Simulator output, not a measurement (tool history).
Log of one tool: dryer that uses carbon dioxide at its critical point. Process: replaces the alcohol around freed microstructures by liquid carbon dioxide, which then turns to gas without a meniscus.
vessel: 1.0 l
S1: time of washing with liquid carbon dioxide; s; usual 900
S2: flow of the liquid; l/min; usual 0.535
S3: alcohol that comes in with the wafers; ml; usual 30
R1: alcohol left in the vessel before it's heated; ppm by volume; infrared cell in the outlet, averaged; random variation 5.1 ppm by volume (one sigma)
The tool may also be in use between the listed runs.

run 1 hour=0.0 | S1=900 S2=0.535 S3=30 | R1=144
run 2 hour=24.9 | S1=900 S2=0.535 S3=30 | R1=148
run 3 hour=47.4 | S1=900 S2=0.535 S3=30 | R1=170
run 4 hour=75.9 | S1=900 S2=0.535 S3=30 | R1=169
run 5 hour=104.5 | S1=900 S2=0.612 S3=30 | R1=132
run 6 hour=138.3 | S1=900 S2=0.535 S3=30 | R1=182
run 7 hour=169.6 | S1=900 S2=0.535 S3=30 | R1=184
run 8 hour=193.3 | S1=900 S2=0.535 S3=30 | R1=207
run 9 hour=226.7 | S1=900 S2=0.535 S3=30 | R1=213
run 10 hour=256.9 | S1=900 S2=0.535 S3=30 | R1=233
run 11 hour=281.1 | S1=900 S2=0.535 S3=30 | R1=230
run 12 hour=310.9 | S1=900 S2=0.757 S3=30 | R1=156
run 13 hour=326.2 | S1=900 S2=0.535 S3=30 | R1=247
run 14 hour=359.6 | S1=900 S2=0.535 S3=30 | R1=206
run 15 hour=383.2 | S1=900 S2=0.411 S3=30 | R1=371
run 16 hour=399.9 | S1=900 S2=0.535 S3=30 | R1=214
run 17 hour=420.0 | S1=900 S2=0.535 S3=30 | R1=222
run 18 hour=438.6 | S1=900 S2=0.535 S3=30 | R1=234
run 19 hour=470.2 | S1=900 S2=0.535 S3=30 | R1=239
run 20 hour=484.8 | S1=900 S2=0.535 S3=30 | R1=248
run 21 hour=510.2 | S1=900 S2=0.535 S3=30 | R1=240
run 22 hour=530.3 | S1=900 S2=0.535 S3=30 | R1=253
run 23 hour=556.0 | S1=900 S2=0.535 S3=30 | R1=281
run 24 hour=588.5 | S1=900 S2=0.535 S3=30 | R1=278
run 25 hour=615.5 | S1=900 S2=0.535 S3=30 | R1=284
run 26 hour=635.8 | S1=1080 S2=0.779 S3=75 | R1=242
run 27 hour=666.3 | S1=1080 S2=0.779 S3=75 | R1=248
run 28 hour=680.5 | S1=900 S2=0.535 S3=60 | R1=372
run 29 hour=704.0 | S1=780 S2=0.576 S3=26 | R1=331
run 30 hour=722.4 | S1=600 S2=0.576 S3=54 | R1=955
run 31 hour=751.4 | S1=600 S2=0.576 S3=54 | R1=969
run 32 hour=776.9 | S1=1020 S2=0.547 S3=85 | R1=88
run 33 hour=806.5 | S1=540 S2=0.466 S3=30 | R1=1282
run 34 hour=828.6 | S1=1440 S2=0.535 S3=30 | R1=15
run 35 hour=853.5 | S1=900 S2=0.535 S3=51 | R1=148
run 36 hour=884.5 | S1=600 S2=0.390 S3=47 | R1=2544
run 37 hour=915.2 | S1=1320 S2=0.354 S3=33 | R1=144
run 38 hour=931.5 | S1=600 S2=0.487 S3=35 | R1=1005
run 39 hour=957.6 | S1=600 S2=0.567 S3=40 | R1=711
run 40 hour=989.9 | S1=1380 S2=0.567 S3=24 | R1=73
run 41 hour=1023.9 | S1=600 S2=0.463 S3=98 | R1=3459
run 42 hour=1056.0 | S1=780 S2=0.360 S3=31 | R1=1107
run 43 hour=1079.3 | S1=780 S2=0.363 S3=67 | R1=2294
run 44 hour=1103.1 | S1=900 S2=0.510 S3=22 | R1=173
run 45 hour=1121.0 | S1=600 S2=0.905 S3=50 | R1=192
run 46 hour=1142.1 | S1=600 S2=0.905 S3=50 | R1=143
run 47 hour=1165.9 | S1=600 S2=0.905 S3=50 | R1=150

Not shown: 3 entries that the log had between the listed runs. Between which runs, and how does the tool's hidden state differ before and after?
Between runs 13 and 14: inlet filter changed (hour 358.2)
  flow that reaches the vessel past the clogged filter, %: 88.8 -> 99.5; alcohol in the recycled carbon dioxide, ppm: 152.7 -> 161.5
  measured less the result without the state, R1: +197 -> +154 ppm by volume
Between runs 31 and 32: purifier's bed changed (hour 770.6)
  flow that reaches the vessel past the clogged filter, %: 93.8 -> 93.5; alcohol in the recycled carbon dioxide, ppm: 262 -> 6.9
  measured less the result without the state, R1: +436 -> +32 ppm by volume
Between runs 45 and 46: inlet filter changed (hour 1141.7)
  flow that reaches the vessel past the clogged filter, %: 88.5 -> 99.9; alcohol in the recycled carbon dioxide, ppm: 98.2 -> 103.7
  measured less the result without the state, R1: +146 -> +97 ppm by volume

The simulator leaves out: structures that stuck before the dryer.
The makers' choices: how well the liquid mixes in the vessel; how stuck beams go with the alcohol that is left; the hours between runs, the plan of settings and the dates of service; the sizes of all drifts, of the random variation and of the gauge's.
